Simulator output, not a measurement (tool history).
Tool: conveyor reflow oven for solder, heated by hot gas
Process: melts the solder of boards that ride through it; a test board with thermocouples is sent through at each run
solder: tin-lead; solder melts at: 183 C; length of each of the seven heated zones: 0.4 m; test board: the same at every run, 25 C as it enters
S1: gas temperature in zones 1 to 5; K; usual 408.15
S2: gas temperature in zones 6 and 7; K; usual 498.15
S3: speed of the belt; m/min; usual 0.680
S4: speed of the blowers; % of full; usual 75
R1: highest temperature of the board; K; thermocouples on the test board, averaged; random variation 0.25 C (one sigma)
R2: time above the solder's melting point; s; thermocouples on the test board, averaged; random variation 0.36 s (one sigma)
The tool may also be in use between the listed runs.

Run 1, hour 0.0: usual settings. Result: R1 484.15 K, R2 47.8 s.
Run 2, hour 10.6: usual settings. Result: R1 483.75 K, R2 47.3 s.
Run 3, hour 20.1: usual settings. Result: R1 484.05 K, R2 47.8 s.
Run 4, hour 30.4: usual settings. Result: R1 483.75 K, R2 47.7 s.
Run 5, hour 41.4: usual settings but S3 0.806 m/min. Result: R1 478.65 K, R2 34.7 s.
Run 6, hour 52.2: usual settings but S3 0.806 m/min. Result: R1 478.45 K, R2 35.1 s.
Run 7, hour 60.4: usual settings but S3 0.806 m/min. Result: R1 478.55 K, R2 34.4 s.
Run 8, hour 73.9: usual settings but S1 418.15 K. Result: R1 485.95 K, R2 52.5 s.
Run 9, hour 84.3: usual settings but S2 505.15 K. Result: R1 490.45 K, R2 52.4 s.
Run 10, hour 92.7: usual settings but S2 500.15 K. Result: R1 486.05 K, R2 48.3 s.
Run 11, hour 103.8: usual settings but S2 486.15 K. Result: R1 473.95 K, R2 37.7 s.
Run 12, hour 110.0: usual settings but S2 486.15 K. Result: R1 474.15 K, R2 36.7 s.
Run 13, hour 121.3: usual settings but S2 486.15 K. Result: R1 474.05 K, R2 37.1 s.
Run 14, hour 134.1: usual settings but S4 72 % of full. Result: R1 483.35 K, R2 46.8 s.
Run 15, hour 143.0: usual settings but S4 72 % of full. Result: R1 483.45 K, R2 47.3 s.
Run 16, hour 154.9: usual settings but S1 417.15 K, S2 488.15 K, S3 0.728 m/min, S4 76 % of full. Result: R1 475.25 K, R2 38.9 s.
Run 17, hour 162.5: usual settings but S1 409.15 K, S2 508.15 K. Result: R1 493.05 K, R2 54.6 s.
At hour 168.6: flux residue cleaned out of gas plates and filters.
Run 18, hour 179.1: usual settings but S1 415.15 K, S2 489.15 K, S3 0.578 m/min, S4 63 % of full. Result: R1 479.15 K, R2 54.9 s.
Run 19, hour 189.2: usual settings but S1 414.15 K, S2 511.15 K, S4 76 % of full. Result: R1 496.65 K, R2 58.6 s.
At hour 193.8: thermocouples of zones 6 and 7 changed.
Run 20, hour 200.3: usual settings but S1 414.15 K, S2 511.15 K, S4 76 % of full. Result: R1 495.65 K, R2 57.3 s.
Run 21, hour 209.7: usual settings but S1 414.15 K, S2 511.15 K, S4 76 % of full. Result: R1 495.35 K, R2 57.4 s.
Run 22, hour 216.4: usual settings but S1 419.15 K, S2 488.15 K. Result: R1 476.65 K, R2 44.6 s.
Run 23, hour 226.1: usual settings but S1 419.15 K, S2 488.15 K. Result: R1 476.55 K, R2 44.0 s.
At hour 238.1: flux residue cleaned out of gas plates and filters, once more.
Run 24, hour 239.7: usual settings but S1 419.15 K, S2 488.15 K. Result: R1 477.35 K, R2 45.2 s.
Run 25, hour 251.6: usual settings but S1 419.15 K, S2 488.15 K. Result: R1 476.85 K, R2 45.2 s.
Run 26, hour 263.6: usual settings but S1 394.15 K, S2 503.15 K, S3 0.653 m/min, S4 66 % of full. Result: R1 485.25 K, R2 46.0 s.
Run 27, hour 276.2: usual settings but S1 394.15 K, S2 503.15 K, S3 0.698 m/min, S4 66 % of full. Result: R1 482.65 K, R2 39.9 s.
Run 28, hour 284.9: usual settings but S1 394.15 K, S2 503.15 K, S3 0.698 m/min, S4 66 % of full. Result: R1 482.45 K, R2 40.7 s.
Run 29, hour 296.7: usual settings but S1 394.15 K, S2 503.15 K, S3 0.573 m/min, S4 63 % of full. Result: R1 488.95 K, R2 57.1 s.
Run 30, hour 304.8: usual settings but S1 394.15 K, S2 503.15 K, S3 0.573 m/min, S4 63 % of full. Result: R1 488.75 K, R2 57.7 s.

Some steps in R1 between neighbouring runs. How much of each would the tool show without its hidden state too (settings, what came in, random variation), and how much is left for the hidden state, with any gauge scatter that isn't in both results?
The hidden state here: heat that the gas passes to the board, % of a clean oven's; belt's true speed, % of the reading; true gas temperature in zones 6 and 7 over the reading, C; drift of the gauge itself on peak_c, C; drift of the gauge itself on liquid_s, %.
Run 4 -> 5: S3 0.680 -> 0.806. R1 -5.10 K: hidden state -0.10, all else -5.00.
Run 16 -> 17: S1 417.15 -> 409.15, S2 488.15 -> 508.15, S3 0.728 -> 0.680, S4 76 -> 75. R1 +17.80 K: hidden state +0.00, all else +17.80.
Run 18 -> 19: S1 415.15 -> 414.15, S2 489.15 -> 511.15, S3 0.578 -> 0.680, S4 63 -> 76. R1 +17.50 K: hidden state -0.10, all else +17.60.
Run 19 -> 20: thermocouples of zones 6 and 7 changed. R1 -1.00 K: hidden state -0.90, all else -0.10.
Run 21 -> 22: S1 414.15 -> 419.15, S2 511.15 -> 488.15, S4 76 -> 75. R1 -18.70 K: hidden state +0.10, all else -18.80.
Run 23 -> 24: flux residue cleaned out of gas plates and filters, once more. R1 +0.80 K: hidden state +0.60, all else +0.20.

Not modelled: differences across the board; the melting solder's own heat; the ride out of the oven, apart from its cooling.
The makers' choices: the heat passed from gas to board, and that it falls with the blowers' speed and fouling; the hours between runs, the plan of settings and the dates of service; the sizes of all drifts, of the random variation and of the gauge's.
